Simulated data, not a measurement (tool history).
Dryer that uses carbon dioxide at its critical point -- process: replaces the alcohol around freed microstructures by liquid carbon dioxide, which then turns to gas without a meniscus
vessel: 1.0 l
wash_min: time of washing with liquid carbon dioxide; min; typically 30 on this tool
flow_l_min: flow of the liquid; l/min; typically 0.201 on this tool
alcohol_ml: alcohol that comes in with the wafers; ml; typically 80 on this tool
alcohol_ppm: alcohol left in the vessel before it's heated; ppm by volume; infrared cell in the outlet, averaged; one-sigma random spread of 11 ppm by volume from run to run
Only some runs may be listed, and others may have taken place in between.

Run 1, hour 0.0: usual settings. Result: alcohol_ppm 947 ppm by volume.
Run 2, hour 11.9: usual settings but wash_min 25 min. Result: alcohol_ppm 1929 ppm by volume.
Run 3, hour 21.7: usual settings but wash_min 25 min. Result: alcohol_ppm 1958 ppm by volume.
Run 4, hour 38.2: usual settings but wash_min 25 min. Result: alcohol_ppm 1954 ppm by volume.
Run 5, hour 55.1: usual settings. Result: alcohol_ppm 936 ppm by volume.
Run 6, hour 64.1: usual settings. Result: alcohol_ppm 942 ppm by volume.
Run 7, hour 79.8: usual settings. Result: alcohol_ppm 974 ppm by volume.
Run 8, hour 94.0: usual settings. Result: alcohol_ppm 942 ppm by volume.
Run 9, hour 111.6: usual settings. Result: alcohol_ppm 969 ppm by volume.
Run 10, hour 125.3: usual settings but wash_min 31 min. Result: alcohol_ppm 829 ppm by volume.
Run 11, hour 138.9: usual settings. Result: alcohol_ppm 946 ppm by volume.
Run 12, hour 149.0: usual settings. Result: alcohol_ppm 1014 ppm by volume.
Run 13, hour 163.3: usual settings. Result: alcohol_ppm 979 ppm by volume.
Run 14, hour 182.5: usual settings. Result: alcohol_ppm 1004 ppm by volume.
Run 15, hour 201.7: usual settings. Result: alcohol_ppm 1008 ppm by volume.
Run 16, hour 210.4: usual settings but wash_min 46 min. Result: alcohol_ppm 139 ppm by volume.
Run 17, hour 221.6: usual settings but wash_min 46 min, alcohol_ml 90 ml. Result: alcohol_ppm 151 ppm by volume.
Run 18, hour 231.8: usual settings but wash_min 41 min, flow_l_min 0.338 l/min, alcohol_ml 92 ml. Result: alcohol_ppm 55 ppm by volume.
Run 19, hour 245.1: usual settings but wash_min 41 min, flow_l_min 0.338 l/min, alcohol_ml 92 ml. Result: alcohol_ppm 65 ppm by volume.
Run 20, hour 262.4: usual settings but wash_min 41 min, flow_l_min 0.338 l/min, alcohol_ml 92 ml. Result: alcohol_ppm 62 ppm by volume.
Run 21, hour 274.3: usual settings but wash_min 39 min, flow_l_min 0.279 l/min, alcohol_ml 58 ml. Result: alcohol_ppm 80 ppm by volume.
Run 22, hour 283.5: usual settings but alcohol_ml 99 ml. Result: alcohol_ppm 1270 ppm by volume.
Run 23, hour 297.0: usual settings but wash_min 18 min, alcohol_ml 71 ml. Result: alcohol_ppm 4882 ppm by volume.
Run 24, hour 309.3: usual settings but wash_min 41 min, flow_l_min 0.132 l/min. Result: alcohol_ppm 1543 ppm by volume.
Run 25, hour 325.6: usual settings but wash_min 33 min, flow_l_min 0.155 l/min, alcohol_ml 20 ml. Result: alcohol_ppm 528 ppm by volume.
Run 26, hour 335.9: usual settings but wash_min 33 min, flow_l_min 0.155 l/min, alcohol_ml 20 ml. Result: alcohol_ppm 531 ppm by volume.
Run 27, hour 346.0: usual settings but wash_min 35 min, flow_l_min 0.337 l/min, alcohol_ml 68 ml. Result: alcohol_ppm 74 ppm by volume.
Run 28, hour 359.6: usual settings but wash_min 22 min, flow_l_min 0.127 l/min, alcohol_ml 68 ml. Result: alcohol_ppm 8951 ppm by volume.
Run 29, hour 377.3: usual settings but wash_min 22 min, flow_l_min 0.127 l/min, alcohol_ml 48 ml. Result: alcohol_ppm 6126 ppm by volume.
Run 30, hour 392.6: usual settings but wash_min 21 min, flow_l_min 0.214 l/min, alcohol_ml 27 ml. Result: alcohol_ppm 1067 ppm by volume.

5 options for the next run, each taken on its own from the tool as it stands now. Forecast them:
Run A, hour 411.1: usual settings but wash_min 37 min, flow_l_min 0.214 l/min, alcohol_ml 27 ml. Result: alcohol_ppm ?.
Run B, hour 411.1: usual settings but wash_min 21 min, flow_l_min 0.198 l/min, alcohol_ml 27 ml. Result: alcohol_ppm ?.
Run C, hour 411.1: usual settings but flow_l_min 0.304 l/min, alcohol_ml 46 ml. Result: alcohol_ppm ?.
Run D, hour 411.1: usual settings but wash_min 31 min, flow_l_min 0.338 l/min, alcohol_ml 27 ml. Result: alcohol_ppm ?.
Run E, hour 411.1: usual settings but wash_min 33 min, flow_l_min 0.190 l/min, alcohol_ml 50 ml. Result: alcohol_ppm ?.

run  alcohol_ppm
  A          150
  B         1376
  C          116
  D           83
  E          566
Had the tool no hidden state, the same runs would have come out as:
run  alcohol_ppm
  A           57
  B          975
  C           29
  D           20
  E          324
